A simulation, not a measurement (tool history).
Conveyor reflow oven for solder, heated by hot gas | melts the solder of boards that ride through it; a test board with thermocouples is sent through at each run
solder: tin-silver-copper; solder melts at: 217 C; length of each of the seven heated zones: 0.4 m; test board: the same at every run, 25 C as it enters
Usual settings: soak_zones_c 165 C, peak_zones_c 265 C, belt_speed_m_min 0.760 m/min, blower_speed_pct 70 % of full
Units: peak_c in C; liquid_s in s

run,hour,soak_zones_c,peak_zones_c,belt_speed_m_min,blower_speed_pct,peak_c,liquid_s
1,0.0,165,265,0.760,70,248.3,43.2
# hour 26.1: flux residue cleaned out of gas plates and filters
2,34.8,165,265,0.760,70,248.9,43.7
3,50.6,165,265,0.760,70,249.0,43.6
4,69.5,165,265,0.760,70,249.0,43.8
5,96.3,165,265,0.760,70,248.5,43.8
6,124.4,165,265,0.760,70,248.6,43.4
7,154.5,165,265,0.653,70,252.5,55.0
8,169.9,177,265,0.760,70,250.5,48.0
9,196.5,165,265,0.760,63,246.5,42.1
10,213.1,157,265,0.760,70,247.0,40.5
11,240.6,157,265,0.760,70,247.4,40.3
12,270.6,157,265,0.760,70,246.7,40.3
13,285.5,165,265,0.812,70,246.0,38.4
# hour 311.5: flux residue cleaned out of gas plates and filters
14,318.9,165,265,0.812,70,246.7,38.9
15,332.6,178,269,0.812,70,251.7,45.7
16,362.2,178,269,0.812,51,247.6,42.1
17,392.6,164,269,0.891,51,241.2,29.6
18,409.1,168,273,0.760,75,256.5,49.0
19,426.1,177,273,0.760,70,257.0,51.5
20,443.0,165,265,0.748,70,248.5,44.1

Forecast run 21:
21,470.7,157,266,0.708,82,?,?

{"run 21": {"peak_c": 251.7, "liquid_s": 47.9}}
Without the tool's hidden state the same run would have given peak_c 255.0 C, liquid_s 49.4 s.

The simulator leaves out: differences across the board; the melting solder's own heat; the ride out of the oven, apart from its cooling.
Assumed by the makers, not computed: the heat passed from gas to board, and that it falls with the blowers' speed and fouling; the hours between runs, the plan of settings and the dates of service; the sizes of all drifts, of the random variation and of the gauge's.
